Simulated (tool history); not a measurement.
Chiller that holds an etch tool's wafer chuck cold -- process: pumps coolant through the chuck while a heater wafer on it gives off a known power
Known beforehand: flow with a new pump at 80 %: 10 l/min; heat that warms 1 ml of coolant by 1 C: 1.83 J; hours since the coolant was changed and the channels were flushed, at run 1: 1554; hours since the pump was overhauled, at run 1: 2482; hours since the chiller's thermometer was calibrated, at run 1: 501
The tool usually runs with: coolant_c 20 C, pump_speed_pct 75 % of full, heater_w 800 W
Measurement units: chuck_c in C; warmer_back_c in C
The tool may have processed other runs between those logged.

| run | hour | coolant_c | pump_speed_pct | heater_w | hours since the coolant was changed and the channels were flushed | hours since the pump was overhauled | hours since the chiller's thermometer was calibrated | chuck_c | warmer_back_c |
|---|---|---|---|---|---|---|---|---|---|
| 1 | 0.0 | 20 | 75 | 800 | 1554 | 2482 | 501 | 29.9 | 2.78 |
| 2 | 119.0 | 19 | 75 | 800 | 1673 | 2601 | 620 | 29.0 | 2.82 |
| 3 | 252.8 | 19 | 75 | 800 | 1807 | 2735 | 754 | 29.1 | 2.87 |
| 4 | 341.8 | 19 | 75 | 800 | 1896 | 2824 | 843 | 29.0 | 2.89 |
| 5 | 457.1 | 19 | 75 | 800 | 2012 | 2940 | 958 | 29.0 | 2.86 |
| 6 | 526.6 | 19 | 75 | 800 | 2081 | 3009 | 1028 | 29.0 | 2.87 |
| 7 | 596.8 | 25 | 75 | 800 | 2151 | 3079 | 1098 | 35.1 | 2.89 |
| 8 | 678.0 | 25 | 75 | 800 | 2232 | 3160 | 1179 | 34.9 | 2.93 |
| 9 | 799.5 | 25 | 75 | 800 | 2354 | 3282 | 1300 | 34.9 | 2.92 |
| 10 | 927.6 | 25 | 75 | 800 | 2482 | 3410 | 1429 | 35.0 | 2.91 |
| 11 | 1021.2 | 25 | 75 | 800 | 2576 | 3504 | 1522 | 35.1 | 2.96 |
| 12 | 1098.8 | 20 | 78 | 800 | 2653 | 3581 | 1600 | 29.6 | 2.83 |
| 13 | 1192.6 | 28 | 78 | 800 | 2747 | 3675 | 1694 | 37.7 | 2.77 |
| 14 | 1282.0 | 13 | 89 | 959 | 2836 | 3764 | 1783 | 23.5 | 2.88 |
| 15 | 1400.7 | 23 | 84 | 959 | 2955 | 3883 | 1902 | 33.9 | 3.19 |
| 16 | 1458.9 | 23 | 84 | 959 | 3013 | 3941 | 1960 | 33.9 | 3.13 |
| 17 | 1532.1 | 20 | 99 | 1171 | 3087 | 4015 | 2033 | 31.8 | 3.28 |
| 18 | 1633.5 | 20 | 99 | 1171 | 3188 | 4116 | 2134 | 32.0 | 3.33 |

Run 19 comes next. What will it give?
|  | 1641.7 | chiller's thermometer calibrated |
| 19 | 1752.3 | 26 | 99 | 596 | 3306 | 4234 | 111 | ? | ? |

{"run 19": {"chuck_c": 32.0, "warmer_back_c": 1.78}}
On a tool with no hidden condition, and with the same random variation, this run would have come out at chuck_c 32.0 C, warmer_back_c 1.56 C.
